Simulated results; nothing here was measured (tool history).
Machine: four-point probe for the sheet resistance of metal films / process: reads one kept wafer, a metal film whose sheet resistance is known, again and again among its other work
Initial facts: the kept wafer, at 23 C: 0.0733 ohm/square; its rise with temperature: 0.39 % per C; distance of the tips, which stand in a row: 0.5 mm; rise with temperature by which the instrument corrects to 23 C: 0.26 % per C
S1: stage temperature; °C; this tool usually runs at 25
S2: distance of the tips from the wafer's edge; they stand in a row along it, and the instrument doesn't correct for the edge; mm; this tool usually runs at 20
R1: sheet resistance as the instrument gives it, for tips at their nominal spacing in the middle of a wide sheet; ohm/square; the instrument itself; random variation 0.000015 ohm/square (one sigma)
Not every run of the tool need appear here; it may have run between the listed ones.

run 1 hour=0.0 | S1=25 S2=20 | R1=0.073485
run 2 hour=34.9 | S1=25 S2=20 | R1=0.073511
run 3 hour=60.1 | S1=25 S2=20 | R1=0.073496
run 4 hour=98.5 | S1=25 S2=4 | R1=0.074086
run 5 hour=134.8 | S1=32 S2=4 | R1=0.074754
run 6 hour=174.6 | S1=29 S2=20 | R1=0.073893
run 7 hour=208.4 | S1=25 S2=20 | R1=0.073513
run 8 hour=237.5 | S1=25 S2=20 | R1=0.073509
run 9 hour=268.5 | S1=31 S2=20 | R1=0.074081
run 10 hour=298.8 | S1=31 S2=20 | R1=0.074071
run 11 hour=326.2 | S1=25 S2=3 | R1=0.074602
run 12 hour=348.3 | S1=25 S2=3 | R1=0.074596
run 13 hour=384.5 | S1=25 S2=20 | R1=0.073549
run 14 hour=413.9 | S1=25 S2=20 | R1=0.073530
run 15 hour=449.7 | S1=32 S2=20 | R1=0.074203
run 16 hour=479.2 | S1=31 S2=17 | R1=0.074103
run 17 hour=512.7 | S1=25 S2=9 | R1=0.073665
run 18 hour=536.6 | S1=27 S2=9 | R1=0.073864
run 19 hour=567.2 | S1=24 S2=8 | R1=0.073599
run 20 hour=601.7 | S1=21 S2=6 | R1=0.073421
run 21 hour=617.7 | S1=34 S2=24 | R1=0.074379
run 22 hour=649.4 | S1=22 S2=20 | R1=0.073267
run 23 hour=688.8 | S1=22 S2=20 | R1=0.073284
run 24 hour=722.1 | S1=24 S2=18 | R1=0.073506
run 25 hour=744.3 | S1=31 S2=4 | R1=0.074721
run 26 hour=764.5 | S1=31 S2=4 | R1=0.074734
run 27 hour=793.2 | S1=30 S2=36 | R1=0.074016
run 28 hour=816.0 | S1=24 S2=4 | R1=0.074085
run 29 hour=847.8 | S1=25 S2=27 | R1=0.073579

What if the next run were any one of these 4? Each begins from the tool's condition after run 29:
run A hour=865.2 | S1=29 S2=10 | R1=?
run B hour=865.2 | S1=19 S2=10 | R1=?
run C hour=865.2 | S1=19 S2=23 | R1=?
run D hour=865.2 | S1=24 S2=6 | R1=?

run=A R1=0.074051
run=B R1=0.073060
run=C R1=0.073049
run=D R1=0.073754
Without the tool's hidden state the same runs would have given:
run=A R1=0.073967
run=B R1=0.072979
run=C R1=0.072969
run=D R1=0.073671
